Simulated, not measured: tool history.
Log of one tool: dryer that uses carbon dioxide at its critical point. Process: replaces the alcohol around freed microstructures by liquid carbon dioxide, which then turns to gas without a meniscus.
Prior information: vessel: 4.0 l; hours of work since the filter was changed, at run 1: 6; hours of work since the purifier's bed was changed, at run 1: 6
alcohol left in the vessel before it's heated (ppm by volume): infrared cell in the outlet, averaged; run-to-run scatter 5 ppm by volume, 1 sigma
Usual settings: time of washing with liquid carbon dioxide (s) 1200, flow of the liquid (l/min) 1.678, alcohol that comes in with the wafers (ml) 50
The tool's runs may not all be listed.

run	day	time of washing with liquid carbon dioxide (s)	flow of the liquid (l/min)	alcohol that comes in with the wafers (ml)	hours of work since the filter was changed	hours of work since the purifier's bed was changed	alcohol left in the vessel before it's heated (ppm by volume)
1	0	1200	1.678	50	6	6	14
2	0.475	1200	1.678	50	13	13	18
3	1.288	1200	1.678	50	25	25	29
4	2.029	1200	1.678	50	36	36	33
5	2.754	1200	1.678	50	47	47	41
6	3.179	1200	1.678	50	53	53	44
7	3.692	1200	1.678	50	61	61	39
8	4.154	1200	1.678	50	68	68	43
9	4.783	1200	1.678	50	77	77	51
10	5.396	1200	1.678	50	86	86	47
11	6.058	1200	1.678	21	96	96	45
12	6.446	1200	1.678	21	102	102	46
13	7.079	1200	1.678	21	111	111	44
14	7.754	1200	1.21	21	122	122	93
15	8.379	1200	1.678	29	131	131	53
16	9.004	1200	1.678	50	140	140	68
17	9.692	1200	1.678	50	151	151	69
18	10.283	720	1.678	50	159	159	302
19	10.658	720	1.678	50	165	165	318
20	11.004	1200	1.678	50	170	170	82
21	11.625	1200	1.678	50	179	179	80
22	12.071	1200	1.678	80	186	186	88
23	12.679	1200	2.18	50	195	195	68
24	13.196	1200	2.18	50	203	203	73
25	13.904	1200	2.18	50	214	214	71
26	14.375	1200	1.678	34	221	221	89
27	14.796	1200	1.84	57	227	227	82
28	15.367	1560	1.82	24	236	236	80
29	15.917	1560	1.82	24	244	244	76
30	16.621	1560	1.09	24	254	254	128
31	17.071	1560	1.09	73	261	261	197
32	17.504	1620	2.5	87	267	267	80
33	17.95	1080	2.5	87	274	274	89
34	18.621	1080	2.5	87	284	284	88
35	19.171	780	1.35	116	292	292	1308
36	19.579	780	1.35	116	299	299	1323
37	20.262	1680	2.29	106	309	309	96
38	20.867	1200	1.34	66	318	318	239
39	21.583	900	1.33	40	329	329	391
40	22.308	1560	1.678	26	339	339	109
41	22.679	1560	1.13	44	345	345	175
42	23.471	1020	1.13	91	357	357	912

Run 43 comes next. What will it give?
43	24.254	1020	1.13	91	368	368	?

{"run 43": {"alcohol left in the vessel before it's heated (ppm by volume)": 924}}
Had the tool carried no hidden state, the very same run would have given alcohol left in the vessel before it's heated (ppm by volume) 498.
